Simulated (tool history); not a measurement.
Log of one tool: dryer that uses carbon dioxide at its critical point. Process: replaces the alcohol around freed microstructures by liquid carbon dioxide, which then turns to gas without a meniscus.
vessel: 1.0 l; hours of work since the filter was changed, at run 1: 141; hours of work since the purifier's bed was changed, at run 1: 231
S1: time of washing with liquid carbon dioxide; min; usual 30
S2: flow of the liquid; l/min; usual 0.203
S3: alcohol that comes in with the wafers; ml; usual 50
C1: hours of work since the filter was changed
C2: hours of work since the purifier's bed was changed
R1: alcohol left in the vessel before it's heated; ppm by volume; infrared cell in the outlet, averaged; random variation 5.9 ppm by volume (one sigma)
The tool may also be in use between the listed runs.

| run | hour | S1 | S2 | S3 | C1 | C2 | R1 |
|---|---|---|---|---|---|---|---|
| 1 | 0 | 30 | 0.203 | 50 | 141 | 231 | 476 |
| 2 | 27.5 | 30 | 0.203 | 50 | 155 | 245 | 514 |
| 3 | 50.5 | 30 | 0.203 | 50 | 167 | 256 | 519 |
| 4 | 88.1 | 30 | 0.203 | 50 | 186 | 275 | 549 |
| 5 | 132.1 | 30 | 0.203 | 50 | 208 | 298 | 599 |
|  | 139.1 | inlet filter changed |
| 6 | 167.9 | 47 | 0.203 | 50 | 15 | 316 | 122 |
| 7 | 213.7 | 47 | 0.203 | 50 | 38 | 339 | 139 |
| 8 | 244.4 | 47 | 0.203 | 50 | 54 | 355 | 149 |
| 9 | 296.5 | 30 | 0.125 | 50 | 80 | 381 | 2377 |
| 10 | 328.8 | 30 | 0.125 | 50 | 97 | 398 | 2413 |
| 11 | 378 | 30 | 0.125 | 50 | 122 | 423 | 2551 |
| 12 | 404 | 30 | 0.203 | 38 | 135 | 436 | 421 |
| 13 | 430.4 | 30 | 0.149 | 38 | 149 | 450 | 1265 |
| 14 | 483.3 | 18 | 0.159 | 26 | 176 | 477 | 2943 |
| 15 | 535.1 | 47 | 0.159 | 75 | 202 | 503 | 435 |
|  | 555.2 | inlet filter changed |
| 16 | 584 | 40 | 0.254 | 48 | 15 | 527 | 180 |
| 17 | 633.1 | 24 | 0.127 | 54 | 40 | 552 | 4115 |

Measured less the same run without the tool's hidden state. The same run-to-run variation is in both; the gauge's scatter may not be:
The hidden state here: flow that reaches the vessel past the clogged filter, %; alcohol in the recycled carbon dioxide, ppm; drift of the gauge itself on alcohol_ppm, %.
| run | R1 |
|---|---|
| 1 | +263 |
| 2 | +295 |
| 3 | +311 |
| 4 | +340 |
| 5 | +392 |
| 6 | +111 |
| 7 | +120 |
| 8 | +126 |
| 9 | +538 |
| 10 | +613 |
| 11 | +750 |
| 12 | +259 |
| 13 | +537 |
| 14 | +929 |
| 15 | +334 |
| 16 | +180 |
| 17 | +487 |
